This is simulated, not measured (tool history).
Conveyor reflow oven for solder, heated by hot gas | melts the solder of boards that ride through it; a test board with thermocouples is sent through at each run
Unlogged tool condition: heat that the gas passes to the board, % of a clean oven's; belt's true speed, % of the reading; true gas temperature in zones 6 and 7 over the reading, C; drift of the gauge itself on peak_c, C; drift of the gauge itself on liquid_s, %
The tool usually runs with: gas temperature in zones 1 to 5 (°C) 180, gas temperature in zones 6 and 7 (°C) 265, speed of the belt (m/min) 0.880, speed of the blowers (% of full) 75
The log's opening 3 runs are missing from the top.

run	hour	gas temperature in zones 1 to 5 (°C)	gas temperature in zones 6 and 7 (°C)	speed of the belt (m/min)	speed of the blowers (% of full)	hours of work since the flux was cleaned out	hours of work since the belt drive was overhauled	hours of work since the thermocouples were changed	highest temperature of the board (°C)	time above the solder's melting point (s)
4	21.3	180	265	0.880	75	26	121	609	251.8	43.0
5	27.8	180	265	0.880	75	29	124	612	252.0	42.5
6	33.8	180	265	0.880	75	32	127	614	250.9	42.4
7	39.2	180	265	0.880	75	34	130	617	251.5	42.6
8	46.6	180	265	0.880	75	37	133	620	251.9	42.5
9	55.4	180	265	0.880	75	42	137	625	251.6	42.9
10	64.0	180	265	0.880	75	46	141	629	252.0	42.6
11	74.0	180	265	0.938	75	50	146	633	250.1	38.8
12	81.2	181	265	0.938	75	54	149	637	249.5	39.5
13	87.8	180	265	0.880	75	57	152	640	251.2	42.4
14	92.7	180	265	0.880	75	59	155	642	251.5	42.7
15	100.0	180	265	0.880	75	62	158	645	252.1	42.7
16	109.2	180	265	0.880	75	67	162	650	251.7	42.1
17	119.4	180	266	0.880	75	71	167	654	251.8	43.1
18	126.4	180	265	0.776	55	75	170	658	250.0	47.1
19	135.2	167	265	0.880	75	79	174	662	249.7	38.1
20	145.4	174	272	0.880	75	83	179	666	256.8	43.2
21	150.4	185	272	1.012	75	86	181	669	253.8	38.7
22	155.9	180	265	0.872	75	88	184	671	251.4	43.1
23	160.9	178	265	0.880	75	91	186	674	250.4	41.1
24	170.3	178	265	0.880	75	95	191	678	250.5	41.9
25	176.1	188	255	0.869	67	98	193	681	241.5	40.2
26	180.3	188	255	0.869	67	100	195	683	242.3	40.3
27	189.0	188	264	0.869	67	104	199	687	250.2	44.7
28	194.4	180	276	0.822	75	106	202	689	261.9	50.9

Run 29 is up next; what results do you expect?
29	201.0	174	272	0.880	75	109	205	692	?	?

{"run 29": {"highest temperature of the board (°C)": 256.1, "time above the solder's melting point (s)": 43.1}}
If the tool had no hidden condition, the same run with the same run-to-run variation would have returned highest temperature of the board (°C) 258.4, time above the solder's melting point (s) 44.2.
